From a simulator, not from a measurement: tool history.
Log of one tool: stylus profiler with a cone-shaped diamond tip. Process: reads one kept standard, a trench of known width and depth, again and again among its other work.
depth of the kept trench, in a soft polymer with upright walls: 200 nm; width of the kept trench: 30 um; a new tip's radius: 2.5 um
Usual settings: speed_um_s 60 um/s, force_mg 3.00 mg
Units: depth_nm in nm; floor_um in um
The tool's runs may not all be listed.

run 1 hour=0.0 | speed_um_s=60 force_mg=3.00 | depth_nm=201.29 floor_um=27.62
run 2 hour=26.6 | speed_um_s=60 force_mg=3.00 | depth_nm=201.23 floor_um=27.61
run 3 hour=40.2 | speed_um_s=60 force_mg=3.00 | depth_nm=201.30 floor_um=27.62
run 4 hour=54.0 | speed_um_s=60 force_mg=3.00 | depth_nm=201.32 floor_um=27.61
run 5 hour=82.7 | speed_um_s=60 force_mg=3.00 | depth_nm=201.04 floor_um=27.61
run 6 hour=106.1 | speed_um_s=60 force_mg=7.83 | depth_nm=202.94 floor_um=27.71
run 7 hour=120.5 | speed_um_s=60 force_mg=1.32 | depth_nm=200.20 floor_um=27.47
run 8 hour=141.7 | speed_um_s=60 force_mg=1.32 | depth_nm=200.35 floor_um=27.44
run 9 hour=155.2 | speed_um_s=60 force_mg=1.32 | depth_nm=200.32 floor_um=27.40
run 10 hour=176.5 | speed_um_s=60 force_mg=1.32 | depth_nm=200.23 floor_um=27.40
run 11 hour=197.2 | speed_um_s=60 force_mg=5.06 | depth_nm=202.02 floor_um=27.62
run 12 hour=212.3 | speed_um_s=60 force_mg=3.00 | depth_nm=201.21 floor_um=27.53
run 13 hour=233.7 | speed_um_s=102 force_mg=3.00 | depth_nm=201.00 floor_um=27.38
run 14 hour=252.4 | speed_um_s=102 force_mg=3.00 | depth_nm=201.07 floor_um=27.35
run 15 hour=268.4 | speed_um_s=37 force_mg=1.36 | depth_nm=200.26 floor_um=27.61
run 16 hour=292.8 | speed_um_s=37 force_mg=1.36 | depth_nm=200.22 floor_um=27.53
run 17 hour=318.9 | speed_um_s=37 force_mg=1.36 | depth_nm=200.29 floor_um=27.53
run 18 hour=336.9 | speed_um_s=144 force_mg=1.39 | depth_nm=200.21 floor_um=26.82
run 19 hour=359.7 | speed_um_s=40 force_mg=6.27 | depth_nm=202.19 floor_um=27.71
run 20 hour=390.5 | speed_um_s=40 force_mg=6.27 | depth_nm=202.28 floor_um=27.76
run 21 hour=421.9 | speed_um_s=40 force_mg=6.27 | depth_nm=202.22 floor_um=27.67
run 22 hour=449.1 | speed_um_s=40 force_mg=6.27 | depth_nm=202.10 floor_um=27.67
run 23 hour=470.1 | speed_um_s=90 force_mg=1.71 | depth_nm=200.60 floor_um=27.28
run 24 hour=483.9 | speed_um_s=60 force_mg=2.27 | depth_nm=200.74 floor_um=27.45
run 25 hour=512.6 | speed_um_s=184 force_mg=6.84 | depth_nm=202.24 floor_um=27.23
run 26 hour=533.5 | speed_um_s=41 force_mg=1.47 | depth_nm=200.09 floor_um=27.53

Forecast each of these 3 alternatives for the next run:
run A hour=563.2 | speed_um_s=16 force_mg=1.74 | depth_nm=? floor_um=?
run B hour=563.2 | speed_um_s=191 force_mg=3.00 | depth_nm=? floor_um=?
run C hour=563.2 | speed_um_s=31 force_mg=2.84 | depth_nm=? floor_um=?

run=A depth_nm=200.31 floor_um=27.73
run=B depth_nm=200.88 floor_um=26.85
run=C depth_nm=200.77 floor_um=27.64
Without the tool's hidden state the same runs would have given:
run=A depth_nm=201.36 floor_um=27.97
run=B depth_nm=201.94 floor_um=27.09
run=C depth_nm=201.82 floor_um=27.89

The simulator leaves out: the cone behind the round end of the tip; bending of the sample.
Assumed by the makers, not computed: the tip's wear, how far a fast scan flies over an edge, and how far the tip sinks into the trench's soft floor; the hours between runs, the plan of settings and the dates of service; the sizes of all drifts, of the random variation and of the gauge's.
